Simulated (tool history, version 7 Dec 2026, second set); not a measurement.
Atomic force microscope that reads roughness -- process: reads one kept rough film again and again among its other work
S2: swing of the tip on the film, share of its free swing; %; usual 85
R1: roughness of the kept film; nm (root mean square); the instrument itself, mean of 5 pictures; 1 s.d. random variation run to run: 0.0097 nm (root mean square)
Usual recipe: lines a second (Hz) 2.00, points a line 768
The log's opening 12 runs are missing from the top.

-- day=25.167 new tip fitted
run 13 day=26.083 | lines_a_second_(Hz)=2.00 S2=83 points_a_line=768 | R1=2.228
run 14 day=28.488 | lines_a_second_(Hz)=2.00 S2=83 points_a_line=768 | R1=2.234
run 15 day=30.942 | lines_a_second_(Hz)=2.00 S2=83 points_a_line=768 | R1=2.237
-- day=31.658 new tip fitted
run 16 day=32.654 | lines_a_second_(Hz)=2.00 S2=83 points_a_line=768 | R1=2.224
run 17 day=35.729 | lines_a_second_(Hz)=2.00 S2=83 points_a_line=768 | R1=2.226
-- day=38.246 new tip fitted
run 18 day=38.908 | lines_a_second_(Hz)=2.00 S2=80 points_a_line=768 | R1=2.266
run 19 day=40.562 | lines_a_second_(Hz)=2.00 S2=85 points_a_line=793 | R1=2.212
run 20 day=41.908 | lines_a_second_(Hz)=2.00 S2=85 points_a_line=793 | R1=2.222
run 21 day=44.238 | lines_a_second_(Hz)=2.00 S2=85 points_a_line=793 | R1=2.192
-- day=44.921 new tip fitted
run 22 day=47.350 | lines_a_second_(Hz)=1.13 S2=88 points_a_line=793 | R1=2.312
run 23 day=50.529 | lines_a_second_(Hz)=1.13 S2=88 points_a_line=793 | R1=2.289
-- day=51.533 new tip fitted
run 24 day=52.917 | lines_a_second_(Hz)=0.92 S2=90 points_a_line=675 | R1=2.319
run 25 day=55.488 | lines_a_second_(Hz)=0.92 S2=90 points_a_line=675 | R1=2.338
run 26 day=57.117 | lines_a_second_(Hz)=0.51 S2=84 points_a_line=516 | R1=2.400

What will run 27 give?
-- day=58.158 new tip fitted
run 27 day=59.408 | lines_a_second_(Hz)=0.51 S2=84 points_a_line=516 | R1=?

Run 27 gave R1 2.412 nm (root mean square).
The same run, on a tool lacking any hidden state, would have yielded R1 2.413 nm (root mean square).
